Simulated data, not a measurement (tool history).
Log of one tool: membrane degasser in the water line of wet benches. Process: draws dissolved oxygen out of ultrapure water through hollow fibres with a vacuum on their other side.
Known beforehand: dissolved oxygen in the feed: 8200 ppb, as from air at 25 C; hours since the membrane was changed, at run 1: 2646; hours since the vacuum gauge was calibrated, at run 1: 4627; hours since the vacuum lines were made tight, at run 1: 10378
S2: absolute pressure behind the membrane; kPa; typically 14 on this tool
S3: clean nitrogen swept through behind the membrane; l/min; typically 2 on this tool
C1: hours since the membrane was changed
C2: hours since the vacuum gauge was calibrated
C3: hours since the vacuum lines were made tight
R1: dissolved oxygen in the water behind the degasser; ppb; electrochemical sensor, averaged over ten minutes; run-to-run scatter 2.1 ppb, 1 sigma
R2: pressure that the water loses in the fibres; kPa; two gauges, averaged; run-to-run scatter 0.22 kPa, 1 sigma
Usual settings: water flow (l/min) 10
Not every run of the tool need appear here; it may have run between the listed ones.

Run 1, hour 0: usual settings; C1 2646; C2 4627; C3 10378. Result: R1 206 ppb, R2 55.41 kPa.
Run 2, hour 53.1: usual settings; C1 2699; C2 4680; C3 10431. Result: R1 208 ppb, R2 55.33 kPa.
Run 3, hour 98.9: usual settings but S2 9 kPa; C1 2745; C2 4726; C3 10477. Result: R1 148.4 ppb, R2 55.29 kPa.
Run 4, hour 150.2: usual settings but S2 9 kPa; C1 2796; C2 4777; C3 10528. Result: R1 151 ppb, R2 55.51 kPa.
Run 5, hour 181.6: usual settings but S2 9 kPa; C1 2827; C2 4809; C3 10559. Result: R1 151.6 ppb, R2 55.53 kPa.
Run 6, hour 259.5: usual settings but S2 9 kPa; C1 2905; C2 4886; C3 10637. Result: R1 147.2 ppb, R2 55.63 kPa.
Run 7, hour 327.3: usual settings but S2 9 kPa; C1 2973; C2 4954; C3 10705. Result: R1 150.8 ppb, R2 55.88 kPa.
Run 8, hour 388.4: usual settings but S3 1.51 l/min; C1 3034; C2 5015; C3 10766. Result: R1 245.9 ppb, R2 55.65 kPa.
Run 9, hour 465.3: usual settings; C1 3111; C2 5092; C3 10843. Result: R1 207.2 ppb, R2 55.41 kPa.
Run 10, hour 510.8: usual settings; C1 3157; C2 5138; C3 10889. Result: R1 206.9 ppb, R2 55.43 kPa.
Run 11, hour 569.5: usual settings; C1 3215; C2 5196; C3 10947. Result: R1 209.1 ppb, R2 56 kPa.
Run 12, hour 640: usual settings but water flow (l/min) 14, S2 34 kPa, S3 4.43 l/min; C1 3286; C2 5267; C3 11018. Result: R1 362.8 ppb, R2 78.53 kPa.
Run 13, hour 704.1: usual settings but water flow (l/min) 14, S2 34 kPa, S3 4.43 l/min; C1 3350; C2 5331; C3 11082. Result: R1 371.2 ppb, R2 78.47 kPa.
Run 14, hour 773.9: usual settings but water flow (l/min) 14, S2 27.2 kPa, S3 4.43 l/min; C1 3420; C2 5401; C3 11152. Result: R1 320.7 ppb, R2 79.06 kPa.
Run 15, hour 839.7: usual settings but S2 19.6 kPa, S3 3.7 l/min; C1 3486; C2 5467; C3 11217. Result: R1 184.9 ppb, R2 55.87 kPa.
Run 16, hour 890.9: usual settings but water flow (l/min) 15, S2 19.2 kPa, S3 2.6 l/min; C1 3537; C2 5518; C3 11269. Result: R1 371.5 ppb, R2 84.91 kPa.
Run 17, hour 956.3: usual settings but water flow (l/min) 15, S2 19.2 kPa, S3 2.6 l/min; C1 3602; C2 5583; C3 11334. Result: R1 371.5 ppb, R2 84.44 kPa.
Run 18, hour 1004.4: usual settings but water flow (l/min) 9, S2 31.4 kPa, S3 4.39 l/min; C1 3650; C2 5631; C3 11382. Result: R1 205.6 ppb, R2 51.06 kPa.
Run 19, hour 1036.9: usual settings but S2 24.3 kPa, S3 1.57 l/min; C1 3683; C2 5664; C3 11415. Result: R1 385.2 ppb, R2 56.66 kPa.

The next listed run, before its measurement:
Run 20, hour 1098.1: usual settings but S2 13.9 kPa, S3 1.57 l/min; C1 3744; C2 5725; C3 11476. Result: R1 ?, R2 ?.

Run 20 gave R1 238.6 ppb, R2 56.53 kPa.
With no hidden state in the tool, this same run would have given R1 238.2 ppb, R2 55.25 kPa.

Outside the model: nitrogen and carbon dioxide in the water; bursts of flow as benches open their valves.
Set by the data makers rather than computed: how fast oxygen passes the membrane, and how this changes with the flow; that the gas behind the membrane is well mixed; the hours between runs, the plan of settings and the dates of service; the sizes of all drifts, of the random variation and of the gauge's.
